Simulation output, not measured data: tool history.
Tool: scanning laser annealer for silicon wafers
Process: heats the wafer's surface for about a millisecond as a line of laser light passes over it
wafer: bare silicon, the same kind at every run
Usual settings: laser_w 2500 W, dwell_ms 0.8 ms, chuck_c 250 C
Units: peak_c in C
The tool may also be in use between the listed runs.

{"run": 1, "hour": 0.0, "laser_w": 2500, "dwell_ms": 0.8, "chuck_c": 250, "peak_c": 962}
{"run": 2, "hour": 8.5, "laser_w": 2500, "dwell_ms": 0.8, "chuck_c": 214, "peak_c": 929}
{"run": 3, "hour": 22.7, "laser_w": 2500, "dwell_ms": 0.8, "chuck_c": 214, "peak_c": 927}
{"run": 4, "hour": 32.4, "laser_w": 2500, "dwell_ms": 0.8, "chuck_c": 214, "peak_c": 929}
{"run": 5, "hour": 44.3, "laser_w": 2500, "dwell_ms": 0.593, "chuck_c": 250, "peak_c": 874}
{"run": 6, "hour": 59.2, "laser_w": 2500, "dwell_ms": 0.593, "chuck_c": 250, "peak_c": 875}
{"run": 7, "hour": 68.6, "laser_w": 2500, "dwell_ms": 0.593, "chuck_c": 250, "peak_c": 873}
{"run": 8, "hour": 82.5, "laser_w": 2500, "dwell_ms": 0.593, "chuck_c": 250, "peak_c": 876}
{"run": 9, "hour": 100.9, "laser_w": 2500, "dwell_ms": 0.593, "chuck_c": 250, "peak_c": 874}
{"run": 10, "hour": 116.1, "laser_w": 2500, "dwell_ms": 0.912, "chuck_c": 250, "peak_c": 1002}
{"run": 11, "hour": 124.7, "laser_w": 2500, "dwell_ms": 0.912, "chuck_c": 250, "peak_c": 1005}
{"run": 12, "hour": 136.2, "laser_w": 2500, "dwell_ms": 0.676, "chuck_c": 250, "peak_c": 912}
{"run": 13, "hour": 153.9, "laser_w": 2500, "dwell_ms": 0.676, "chuck_c": 250, "peak_c": 906}
{"run": 14, "hour": 169.7, "laser_w": 2500, "dwell_ms": 0.8, "chuck_c": 250, "peak_c": 962}
{"hour": 173.4, "done": "window over the wafer cleaned"}
{"run": 15, "hour": 189.3, "laser_w": 2500, "dwell_ms": 0.8, "chuck_c": 250, "peak_c": 956}
{"run": 16, "hour": 204.1, "laser_w": 2500, "dwell_ms": 0.8, "chuck_c": 250, "peak_c": 954}
{"hour": 215.9, "done": "window over the wafer cleaned, once more"}
{"run": 17, "hour": 217.9, "laser_w": 2500, "dwell_ms": 0.8, "chuck_c": 250, "peak_c": 971}
{"run": 18, "hour": 230.8, "laser_w": 2500, "dwell_ms": 0.8, "chuck_c": 250, "peak_c": 973}
{"run": 19, "hour": 246.7, "laser_w": 2365, "dwell_ms": 0.8, "chuck_c": 250, "peak_c": 923}
{"run": 20, "hour": 256.4, "laser_w": 2574, "dwell_ms": 0.8, "chuck_c": 250, "peak_c": 1000}
{"run": 21, "hour": 266.2, "laser_w": 2574, "dwell_ms": 0.8, "chuck_c": 250, "peak_c": 995}
{"run": 22, "hour": 275.7, "laser_w": 2182, "dwell_ms": 0.922, "chuck_c": 250, "peak_c": 893}
{"run": 23, "hour": 292.1, "laser_w": 2182, "dwell_ms": 0.922, "chuck_c": 250, "peak_c": 892}
{"run": 24, "hour": 308.0, "laser_w": 2627, "dwell_ms": 0.828, "chuck_c": 250, "peak_c": 1033}
{"run": 25, "hour": 322.1, "laser_w": 2627, "dwell_ms": 0.828, "chuck_c": 250, "peak_c": 1032}
{"run": 26, "hour": 332.8, "laser_w": 2627, "dwell_ms": 0.828, "chuck_c": 250, "peak_c": 1032}
{"run": 27, "hour": 343.2, "laser_w": 2593, "dwell_ms": 0.98, "chuck_c": 255, "peak_c": 1083}
{"run": 28, "hour": 360.4, "laser_w": 2500, "dwell_ms": 0.8, "chuck_c": 260, "peak_c": 981}
{"run": 29, "hour": 375.3, "laser_w": 2675, "dwell_ms": 0.927, "chuck_c": 228, "peak_c": 1067}
{"run": 30, "hour": 385.8, "laser_w": 2500, "dwell_ms": 0.856, "chuck_c": 250, "peak_c": 990}
{"run": 31, "hour": 395.6, "laser_w": 2564, "dwell_ms": 0.845, "chuck_c": 240, "peak_c": 1000}
{"run": 32, "hour": 413.5, "laser_w": 2331, "dwell_ms": 0.78, "chuck_c": 213, "peak_c": 861}
{"run": 33, "hour": 432.7, "laser_w": 2331, "dwell_ms": 0.78, "chuck_c": 213, "peak_c": 863}
{"run": 34, "hour": 451.9, "laser_w": 2254, "dwell_ms": 0.78, "chuck_c": 216, "peak_c": 839}
{"run": 35, "hour": 470.4, "laser_w": 2254, "dwell_ms": 0.78, "chuck_c": 216, "peak_c": 840}
{"run": 36, "hour": 483.4, "laser_w": 2254, "dwell_ms": 0.78, "chuck_c": 216, "peak_c": 837}
{"run": 37, "hour": 497.5, "laser_w": 2254, "dwell_ms": 0.78, "chuck_c": 216, "peak_c": 835}
{"run": 38, "hour": 513.6, "laser_w": 2471, "dwell_ms": 0.708, "chuck_c": 267, "peak_c": 937}
{"run": 39, "hour": 523.4, "laser_w": 2471, "dwell_ms": 0.708, "chuck_c": 267, "peak_c": 938}
{"run": 40, "hour": 534.6, "laser_w": 2500, "dwell_ms": 0.744, "chuck_c": 223, "peak_c": 917}
{"run": 41, "hour": 551.5, "laser_w": 2153, "dwell_ms": 0.8, "chuck_c": 283, "peak_c": 873}

4 ways to go on from here, each from the tool as it stands after run 41. What would each give?
{"run": "A", "hour": 564.2, "laser_w": 2500, "dwell_ms": 0.857, "chuck_c": 261, "peak_c": "?"}
{"run": "B", "hour": 564.2, "laser_w": 2290, "dwell_ms": 0.847, "chuck_c": 288, "peak_c": "?"}
{"run": "C", "hour": 564.2, "laser_w": 2500, "dwell_ms": 0.8, "chuck_c": 269, "peak_c": "?"}
{"run": "D", "hour": 564.2, "laser_w": 2195, "dwell_ms": 0.635, "chuck_c": 242, "peak_c": "?"}

run=A peak_c=1005
run=B peak_c=947
run=C peak_c=989
run=D peak_c=789
Without the tool's hidden state the same runs would have given:
run=A peak_c=1016
run=B peak_c=957
run=C peak_c=1000
run=D peak_c=797

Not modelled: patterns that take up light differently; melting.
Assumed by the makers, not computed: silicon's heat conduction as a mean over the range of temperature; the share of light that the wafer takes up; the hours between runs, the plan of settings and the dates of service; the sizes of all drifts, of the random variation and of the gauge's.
